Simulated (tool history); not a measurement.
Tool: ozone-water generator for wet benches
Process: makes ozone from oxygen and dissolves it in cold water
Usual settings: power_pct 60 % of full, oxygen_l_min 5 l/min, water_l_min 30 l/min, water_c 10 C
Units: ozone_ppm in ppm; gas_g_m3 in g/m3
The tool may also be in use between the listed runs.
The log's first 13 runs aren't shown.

run    hour  power_pct  oxygen_l_min  water_l_min  water_c  ozone_ppm  gas_g_m3
 14   561.4         60             5           30       10       13.3     143.1
 15   606.4         60             5           30       10       13.1     143.5
 16   653.9         51             5           30       10       11.9     130.3
 17   691.9         60             5           30       10         13     143.4
 18   730.5         60          6.37           30       10       14.2     132.4
 19   776.6         60          5.33           30       16       12.6     139.8
 20   804.7         51           6.2           30       16       11.9     122.5
 21   833.2         60           5.4           30        8       13.7     138.3
 22   873.3         42           5.4           30        8       11.3     113.1
 23   917.1         42          3.55           30        8        9.4     130.1
 24   971.1         42          3.55           30        8        9.3     130.1
 25   998.2         42          3.55           30        8        9.5     129.1
 26  1030.5         42          3.55           30        8        9.2     130.1
 27  1079.8         60          7.28           33       10       13.5     125.9
 28  1114.9         60          7.28           33       10       13.5     126.8
 29  1147.6         43          2.52           25        6       10.2     146.3
 30  1182.2         46           5.5           27       16       11.9     118.6
 31  1240.9         46          3.27           27       17        9.7     141.5
 32  1303.4         60          5.11           30       10         13     140.3
     1343.7  -- water thermometer calibrated
 33  1347.8         82           4.5           23       18       17.7     176.8
 34  1407.6         82           4.5           23       18       17.3     175.8

Forecast each of these 3 alternatives for the next run:
  A  1467.7         68          4.46           23       18          ?         ?
  B  1467.7         60             5           30       15          ?         ?
  C  1467.7         82           7.5           20       10          ?         ?

run  ozone_ppm  gas_g_m3
  A       15.6     158.4
  B       12.3     141.6
  C       24.6     146.8
Without the tool's hidden state the same runs would have given:
run  ozone_ppm  gas_g_m3
  A       17.3     168.1
  B       13.7     149.6
  C       27.4     156.9

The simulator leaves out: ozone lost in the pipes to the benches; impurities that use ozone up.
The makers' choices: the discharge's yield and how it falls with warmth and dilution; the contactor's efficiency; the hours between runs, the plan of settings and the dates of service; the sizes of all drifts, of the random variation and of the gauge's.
